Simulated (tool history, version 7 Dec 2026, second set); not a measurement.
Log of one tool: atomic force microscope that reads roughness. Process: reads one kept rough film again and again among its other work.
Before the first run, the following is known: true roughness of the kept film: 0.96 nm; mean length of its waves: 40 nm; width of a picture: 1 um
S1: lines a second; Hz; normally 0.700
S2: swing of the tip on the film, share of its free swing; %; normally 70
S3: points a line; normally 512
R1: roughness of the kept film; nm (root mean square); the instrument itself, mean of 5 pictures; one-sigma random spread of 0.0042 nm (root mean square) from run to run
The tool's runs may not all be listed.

run    hour     S1  S2   S3     R1
  1     0.0  0.700  70  512  0.902
        3.8  -- new tip fitted
  2    68.7  0.541  70  512  0.909
       94.8  -- new tip fitted
  3   143.9  0.742  70  512  0.906
      183.9  -- new tip fitted
  4   209.8  0.742  70  512  0.913
      271.3  -- new tip fitted
  5   271.6  0.742  70  512  0.928
  6   318.3  0.742  70  512  0.910
      359.5  -- new tip fitted
  7   398.1  0.742  70  512  0.912
  8   436.0  0.742  70  512  0.897
      448.6  -- new tip fitted
  9   508.1  0.570  70  512  0.908
      536.1  -- new tip fitted
 10   559.2  0.700  70  791  0.927
      623.9  -- new tip fitted
 11   627.7  0.700  70  791  0.934
 12   672.4  0.700  70  791  0.912
      712.0  -- new tip fitted
 13   736.9  0.700  70  338  0.920
 14   788.0  0.700  70  905  0.906
      801.1  -- new tip fitted
 15   849.8  0.700  70  905  0.906
      891.5  -- new tip fitted
 16   928.2  0.700  87  527  0.897
      934.7  -- height scale calibrated on a step standard
 17   967.9  3.053  57  512  0.893
      979.9  -- new tip fitted
 18  1018.1  0.514  79  593  0.912
     1066.2  -- new tip fitted
 19  1097.1  0.514  79  593  0.912
 20  1140.3  0.514  79  593  0.903
     1153.6  -- new tip fitted
 21  1186.0  3.408  81  339  0.826
     1243.3  -- new tip fitted
 22  1243.3  3.408  57  339  0.915
 23  1310.8  2.820  70  714  0.871
     1321.7  -- height scale calibrated on a step standard, once more
     1333.6  -- new tip fitted
 24  1389.0  3.573  61  684  0.885
     1421.7  -- new tip fitted
 25  1469.6  0.509  61  574  0.925
     1507.3  -- new tip fitted
 26  1507.3  1.469  67  305  0.918
 27  1568.4  0.700  87  512  0.894
     1593.5  -- new tip fitted
 28  1631.4  0.700  87  512  0.900
     1679.8  -- new tip fitted
 29  1683.6  1.834  72  545  0.918

Here are 3 independent what-if runs from the current tool condition. What would each one return?
  A  1755.7  3.349  70  693   ?
  B  1755.7  2.461  70  512   ?
  C  1755.7  0.639  59  414   ?

run     R1
  A  0.852
  B  0.881
  C  0.910
Without the tool's hidden state the same runs would have given:
run     R1
  A  0.883
  B  0.912
  C  0.943

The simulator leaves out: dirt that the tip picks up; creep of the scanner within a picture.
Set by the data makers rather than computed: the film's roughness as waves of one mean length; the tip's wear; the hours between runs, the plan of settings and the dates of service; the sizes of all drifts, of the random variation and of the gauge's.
